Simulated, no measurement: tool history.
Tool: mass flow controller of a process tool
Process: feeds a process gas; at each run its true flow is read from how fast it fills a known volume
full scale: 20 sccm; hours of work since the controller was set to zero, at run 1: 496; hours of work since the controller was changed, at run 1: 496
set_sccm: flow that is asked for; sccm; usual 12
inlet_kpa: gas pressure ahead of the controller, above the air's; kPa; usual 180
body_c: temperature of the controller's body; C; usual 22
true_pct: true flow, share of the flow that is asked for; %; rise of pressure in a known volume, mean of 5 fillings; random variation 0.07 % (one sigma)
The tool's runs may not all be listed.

| run | day | set_sccm | inlet_kpa | body_c | hours of work since the controller was set to zero | hours of work since the controller was changed | true_pct |
|---|---|---|---|---|---|---|---|
| 1 | 0 | 12 | 180 | 22 | 496 | 496 | 99.24 |
| 2 | 1.8 | 12 | 180 | 22 | 510 | 510 | 99.22 |
| 3 | 3.958 | 12 | 180 | 22 | 528 | 528 | 98.98 |
| 4 | 7.408 | 12 | 180 | 22 | 556 | 556 | 99.21 |
| 5 | 9.971 | 12 | 180 | 27 | 577 | 577 | 99.31 |
| 6 | 14.171 | 4 | 180 | 22 | 611 | 611 | 97.76 |
| 7 | 16.408 | 4 | 180 | 22 | 630 | 630 | 97.83 |
| 8 | 18.579 | 4 | 180 | 22 | 647 | 647 | 97.72 |
| 9 | 21.417 | 4 | 180 | 22 | 670 | 670 | 97.78 |
| 10 | 23.654 | 12 | 180 | 22 | 689 | 689 | 98.97 |
| 11 | 27.188 | 12 | 180 | 22 | 718 | 718 | 99 |
| 12 | 31.425 | 12 | 180 | 22 | 752 | 752 | 99.05 |
| 13 | 33.567 | 12 | 180 | 22 | 770 | 770 | 99.08 |
| 14 | 36.525 | 12 | 180 | 22 | 794 | 794 | 98.85 |
| 15 | 38.904 | 12 | 180 | 22 | 813 | 813 | 98.87 |
| 16 | 41.371 | 12 | 180 | 22 | 833 | 833 | 99 |
| 17 | 43.608 | 2 | 180 | 22 | 852 | 852 | 96.15 |
| 18 | 45.579 | 2 | 180 | 22 | 868 | 868 | 96.2 |
| 19 | 49.792 | 12 | 180 | 22 | 902 | 902 | 98.84 |
| 20 | 52.671 | 12 | 180 | 22 | 926 | 926 | 98.85 |
| 21 | 55.767 | 12 | 180 | 22 | 951 | 951 | 98.77 |
| 22 | 58.396 | 12 | 180 | 22 | 972 | 972 | 98.69 |
| 23 | 62.738 | 12 | 180 | 22 | 1008 | 1008 | 98.82 |
| 24 | 66.654 | 12 | 180 | 22 | 1040 | 1040 | 98.83 |
| 25 | 68.508 | 4 | 214 | 29 | 1055 | 1055 | 97.18 |
| 26 | 71.146 | 18 | 214 | 30 | 1076 | 1076 | 99.53 |
| 27 | 73.929 | 3 | 154 | 30 | 1099 | 1099 | 96.75 |
| 28 | 75.817 | 16 | 202 | 24 | 1114 | 1114 | 99.17 |
| 29 | 78.392 | 16 | 202 | 24 | 1135 | 1135 | 99.15 |
| 30 | 82.104 | 5 | 250 | 27 | 1166 | 1166 | 97.02 |
| 31 | 84.608 | 5 | 250 | 27 | 1186 | 1186 | 97.07 |
|  | 85.008 | controller's zero set anew |
| 32 | 87.912 | 14 | 244 | 32 | 24 | 1213 | 98.67 |
| 33 | 90.346 | 14 | 244 | 25 | 44 | 1233 | 98.37 |
| 34 | 92.162 | 14 | 261 | 25 | 58 | 1248 | 98.35 |
| 35 | 94.433 | 12 | 274 | 34 | 77 | 1266 | 98.47 |
| 36 | 97.171 | 12 | 222 | 25 | 99 | 1289 | 98.24 |
| 37 | 99.521 | 5 | 180 | 22 | 118 | 1308 | 96.63 |
|  | 102.158 | controller's zero set anew, once more |
| 38 | 103.771 | 4 | 189 | 26 | 13 | 1342 | 98.33 |
| 39 | 106.246 | 8 | 167 | 22 | 33 | 1362 | 98.65 |
| 40 | 108.029 | 9 | 214 | 22 | 48 | 1377 | 98.49 |
| 41 | 112.271 | 6 | 177 | 25 | 83 | 1412 | 98.51 |
| 42 | 114.158 | 3 | 272 | 35 | 98 | 1427 | 97.8 |
| 43 | 117.942 | 3 | 272 | 35 | 129 | 1458 | 97.84 |

Run 44 comes next. What will it give?
| 44 | 119.862 | 12 | 170 | 22 | 145 | 1474 | ? |

true_pct: 99.14 %
Without the tool's hidden state the same run would have given true_pct 99.48 %.

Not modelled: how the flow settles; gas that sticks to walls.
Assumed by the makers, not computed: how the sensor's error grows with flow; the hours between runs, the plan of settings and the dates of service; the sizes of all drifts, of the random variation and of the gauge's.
